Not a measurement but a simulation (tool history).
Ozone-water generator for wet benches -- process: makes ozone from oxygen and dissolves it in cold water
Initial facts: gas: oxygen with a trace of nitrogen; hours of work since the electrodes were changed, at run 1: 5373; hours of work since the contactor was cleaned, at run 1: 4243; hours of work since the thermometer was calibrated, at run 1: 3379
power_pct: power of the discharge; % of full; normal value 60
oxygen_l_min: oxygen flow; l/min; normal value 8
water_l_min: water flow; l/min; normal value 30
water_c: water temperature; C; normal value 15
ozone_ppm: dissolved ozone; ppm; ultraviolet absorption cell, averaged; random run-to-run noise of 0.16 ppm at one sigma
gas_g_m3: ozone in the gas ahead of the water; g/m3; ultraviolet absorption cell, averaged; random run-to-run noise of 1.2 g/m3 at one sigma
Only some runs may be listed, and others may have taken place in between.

run	hour	power_pct	oxygen_l_min	water_l_min	water_c	hours of work since the electrodes were changed	hours of work since the contactor was cleaned	hours of work since the thermometer was calibrated	ozone_ppm	gas_g_m3
1	0	60	8	30	15	5373	4243	3379	21.4	228.5
2	120.9	60	8	30	15	5475	4346	3481	21.5	229
3	244.8	60	8	30	15	5581	4451	3586	21.4	224
4	385.1	60	8	30	15	5700	4570	3705	21.1	225.3
5	513.9	60	8	30	15	5809	4679	3814	21.4	225.9
6	632.5	60	8	30	15	5909	4780	3915	21.4	228.6
7	709.1	95	8	30	15	5975	4845	3980	30.4	327.2
8	804.8	60	8	23	15	6056	4926	4061	27.5	228.2
9	979.8	60	8	23	15	6204	5074	4210	28	225.6
10	1142.8	52	8	30	9	6342	5213	4348	20.7	204.4
11	1302	52	8	30	9	6477	5348	4483	20.7	202.7
12	1430.6	52	5.75	47	9	6587	5457	4592	11.6	249.1
13	1569.2	52	5.75	47	9	6704	5574	4710	11.9	248.7
14	1687.2	58	4.16	47	8	6804	5674	4810	12.1	328.8
15	1832.8	60	8.57	30	13	6928	5798	4933	22	218.6
# hour 1915.6: water thermometer calibrated
16	1945.5	60	8.57	30	13	7023	5893	25	21.8	216.7
17	2106.8	60	8.57	22	22	7160	6030	162	25	216.7

Below are 3 alternative next runs, each starting from the tool's condition after run 17. Predict each:
A	2293.2	58	8.57	26	22	7318	6188	320	?	?
B	2293.2	60	8	30	10	7318	6188	320	?	?
C	2293.2	60	5.24	27	14	7318	6188	320	?	?

run	ozone_ppm	gas_g_m3
A	21.1	211.3
B	22.7	229.4
C	24.2	292.6
Without the tool's unlogged condition, the same runs would have read:
run	ozone_ppm	gas_g_m3
A	21.2	211.7
B	22.8	229.8
C	24.3	293.1
